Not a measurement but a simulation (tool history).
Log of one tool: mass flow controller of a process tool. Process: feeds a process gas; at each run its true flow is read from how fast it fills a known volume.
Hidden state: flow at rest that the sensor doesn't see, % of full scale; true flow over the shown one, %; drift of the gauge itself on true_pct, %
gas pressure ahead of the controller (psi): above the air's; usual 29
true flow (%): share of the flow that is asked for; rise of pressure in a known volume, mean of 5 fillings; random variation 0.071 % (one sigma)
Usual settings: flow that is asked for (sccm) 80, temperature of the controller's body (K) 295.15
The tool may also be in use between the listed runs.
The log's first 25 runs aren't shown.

run	hour	flow that is asked for (sccm)	gas pressure ahead of the controller (psi)	temperature of the controller's body (K)	hours of work since the controller was set to zero	hours of work since the controller was changed	true flow (%)
26	1890.1	70	27	294.15	62	1501	100.09
27	1991.6	49	30.9	298.15	115	1554	99.86
28	2047.3	33	30.9	297.15	144	1583	99.96
29	2102.1	45	21.3	297.15	172	1611	99.56
# hour 2153.4: controller's zero set anew, once more
30	2201.9	45	21.3	297.15	25	1663	99.73
31	2248.4	36	29	302.15	49	1687	99.75
32	2327.6	93	23.5	299.15	90	1728	99.87
33	2420.2	55	36.1	301.15	138	1776	100.18
34	2480.8	55	36.1	301.15	170	1807	100.25
35	2549.6	44	36.1	311.15	205	1843	99.6
36	2644.6	80	40.3	295.15	254	1892	100.92
37	2702.9	38	21.3	301.15	284	1922	99.44
38	2794	38	21.3	301.15	332	1969	99.57
39	2877.9	41	29.4	301.15	375	2013	99.85
40	2976.8	63	20.6	295.15	426	2064	99.94
41	3041.6	63	20.6	295.15	460	2097	99.99
42	3087.3	51	27.7	311.15	484	2121	99.1
43	3189.6	51	27.7	311.15	537	2174	99.2
44	3277.3	51	27.7	311.15	582	2219	99.22
45	3351.3	51	35.8	304.15	620	2258	99.94
46	3429.9	51	35.8	304.15	661	2298	100.18
47	3510.2	80	29	312.15	703	2340	99.34
48	3588.3	80	29	312.15	743	2380	99.36
49	3690.1	12	36.4	295.15	796	2433	99.99

Forecast each of these 3 alternatives for the next run:
A	3755.6	23	32.8	311.15	830	2467	?
B	3755.6	12	28	295.15	830	2467	?
C	3755.6	32	36.4	302.15	830	2467	?

run	true flow (%)
A	99.03
B	99.74
C	99.94
Without the tool's hidden state the same runs would have given:
run	true flow (%)
A	98.95
B	99.94
C	99.77
